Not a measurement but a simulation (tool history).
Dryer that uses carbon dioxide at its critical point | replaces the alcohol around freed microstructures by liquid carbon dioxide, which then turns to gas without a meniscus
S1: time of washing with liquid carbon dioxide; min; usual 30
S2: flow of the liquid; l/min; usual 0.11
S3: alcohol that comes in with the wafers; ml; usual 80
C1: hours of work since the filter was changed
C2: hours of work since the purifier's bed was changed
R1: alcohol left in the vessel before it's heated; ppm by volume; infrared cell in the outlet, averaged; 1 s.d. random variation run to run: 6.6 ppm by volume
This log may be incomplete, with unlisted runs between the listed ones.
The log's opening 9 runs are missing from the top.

run 10 hour=117.4 | S1=26 S2=0.11 S3=80 | C1=45 C2=218 | R1=817
run 11 hour=124.9 | S1=26 S2=0.11 S3=80 | C1=50 C2=224 | R1=840
run 12 hour=138.6 | S1=30 S2=0.11 S3=80 | C1=61 C2=234 | R1=407
run 13 hour=146.9 | S1=30 S2=0.11 S3=80 | C1=67 C2=240 | R1=407
run 14 hour=153.9 | S1=47 S2=0.11 S3=80 | C1=72 C2=246 | R1=31
run 15 hour=166.6 | S1=38 S2=0.11 S3=80 | C1=82 C2=255 | R1=106
run 16 hour=178.3 | S1=38 S2=0.11 S3=80 | C1=91 C2=264 | R1=104
run 17 hour=186.3 | S1=38 S2=0.11 S3=80 | C1=97 C2=270 | R1=114
run 18 hour=200.8 | S1=38 S2=0.154 S3=80 | C1=108 C2=281 | R1=27
run 19 hour=210.9 | S1=38 S2=0.154 S3=80 | C1=116 C2=289 | R1=41
run 20 hour=219.4 | S1=38 S2=0.154 S3=80 | C1=122 C2=295 | R1=18
run 21 hour=227.4 | S1=38 S2=0.154 S3=80 | C1=128 C2=301 | R1=41
run 22 hour=237.8 | S1=30 S2=0.075 S3=80 | C1=136 C2=309 | R1=3322
run 23 hour=253.4 | S1=30 S2=0.16 S3=80 | C1=148 C2=321 | R1=71
run 24 hour=263.7 | S1=28 S2=0.143 S3=42 | C1=155 C2=329 | R1=102

The next listed run, before its measurement:
run 25 hour=273.4 | S1=28 S2=0.143 S3=42 | C1=163 C2=336 | R1=?

R1: 120 ppm by volume
Without the tool's hidden state the same run would have given R1 44 ppm by volume.

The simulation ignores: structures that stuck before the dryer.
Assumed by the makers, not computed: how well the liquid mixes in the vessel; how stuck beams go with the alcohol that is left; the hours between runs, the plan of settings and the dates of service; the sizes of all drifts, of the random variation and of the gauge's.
